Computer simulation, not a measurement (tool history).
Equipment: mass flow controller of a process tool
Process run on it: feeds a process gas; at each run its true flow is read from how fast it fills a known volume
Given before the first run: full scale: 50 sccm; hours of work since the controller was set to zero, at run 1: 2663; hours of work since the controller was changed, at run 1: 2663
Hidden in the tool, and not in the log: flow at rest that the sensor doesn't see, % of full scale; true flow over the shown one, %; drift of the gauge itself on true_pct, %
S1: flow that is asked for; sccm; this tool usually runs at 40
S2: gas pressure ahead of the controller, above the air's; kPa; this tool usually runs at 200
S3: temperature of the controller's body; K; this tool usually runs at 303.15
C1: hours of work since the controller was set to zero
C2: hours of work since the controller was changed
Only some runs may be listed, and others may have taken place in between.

run 1 hour=0.0 | S1=40 S2=200 S3=303.15 | C1=2663 C2=2663 | true_flow_(%)=99.23
run 2 hour=148.9 | S1=40 S2=200 S3=303.15 | C1=2753 C2=2753 | true_flow_(%)=99.18
run 3 hour=283.8 | S1=40 S2=200 S3=303.15 | C1=2835 C2=2835 | true_flow_(%)=98.93
run 4 hour=373.5 | S1=7 S2=200 S3=303.15 | C1=2889 C2=2889 | true_flow_(%)=97.73
run 5 hour=435.5 | S1=40 S2=242 S3=303.15 | C1=2927 C2=2927 | true_flow_(%)=98.81
run 6 hour=505.3 | S1=40 S2=200 S3=303.15 | C1=2969 C2=2969 | true_flow_(%)=98.89
run 7 hour=639.6 | S1=40 S2=200 S3=303.15 | C1=3051 C2=3051 | true_flow_(%)=98.83
run 8 hour=777.5 | S1=40 S2=200 S3=303.15 | C1=3134 C2=3134 | true_flow_(%)=98.76
run 9 hour=850.6 | S1=16 S2=200 S3=303.15 | C1=3179 C2=3179 | true_flow_(%)=97.87
run 10 hour=938.5 | S1=16 S2=200 S3=303.15 | C1=3232 C2=3232 | true_flow_(%)=97.74
run 11 hour=1001.6 | S1=19 S2=228 S3=311.15 | C1=3270 C2=3270 | true_flow_(%)=97.10
run 12 hour=1099.3 | S1=27 S2=168 S3=308.15 | C1=3329 C2=3329 | true_flow_(%)=97.80
run 13 hour=1184.8 | S1=40 S2=220 S3=294.15 | C1=3381 C2=3381 | true_flow_(%)=99.14
run 14 hour=1291.8 | S1=8 S2=265 S3=307.15 | C1=3446 C2=3446 | true_flow_(%)=96.70
run 15 hour=1396.9 | S1=8 S2=265 S3=307.15 | C1=3510 C2=3510 | true_flow_(%)=96.51
run 16 hour=1518.2 | S1=8 S2=265 S3=307.15 | C1=3583 C2=3583 | true_flow_(%)=96.43
run 17 hour=1587.9 | S1=7 S2=250 S3=310.15 | C1=3625 C2=3625 | true_flow_(%)=96.23
run 18 hour=1701.0 | S1=40 S2=169 S3=311.15 | C1=3694 C2=3694 | true_flow_(%)=97.86
run 19 hour=1793.7 | S1=7 S2=200 S3=297.15 | C1=3750 C2=3750 | true_flow_(%)=97.28
run 20 hour=1914.0 | S1=7 S2=200 S3=297.15 | C1=3823 C2=3823 | true_flow_(%)=97.22

5 options for the next run, each taken on its own from the tool as it stands now. Forecast them:
run A hour=2024.3 | S1=8 S2=155 S3=294.15 | C1=3890 C2=3890 | true_flow_(%)=?
run B hour=2024.3 | S1=35 S2=178 S3=294.15 | C1=3890 C2=3890 | true_flow_(%)=?
run C hour=2024.3 | S1=11 S2=258 S3=305.15 | C1=3890 C2=3890 | true_flow_(%)=?
run D hour=2024.3 | S1=7 S2=200 S3=294.15 | C1=3890 C2=3890 | true_flow_(%)=?
run E hour=2024.3 | S1=14 S2=165 S3=309.15 | C1=3890 C2=3890 | true_flow_(%)=?

run=A true_flow_(%)=97.56
run=B true_flow_(%)=98.70
run=C true_flow_(%)=96.59
run=D true_flow_(%)=97.43
run=E true_flow_(%)=96.66
Without the tool's hidden state the same runs would have given:
run=A true_flow_(%)=98.74
run=B true_flow_(%)=99.87
run=C true_flow_(%)=97.75
run=D true_flow_(%)=98.62
run=E true_flow_(%)=97.82
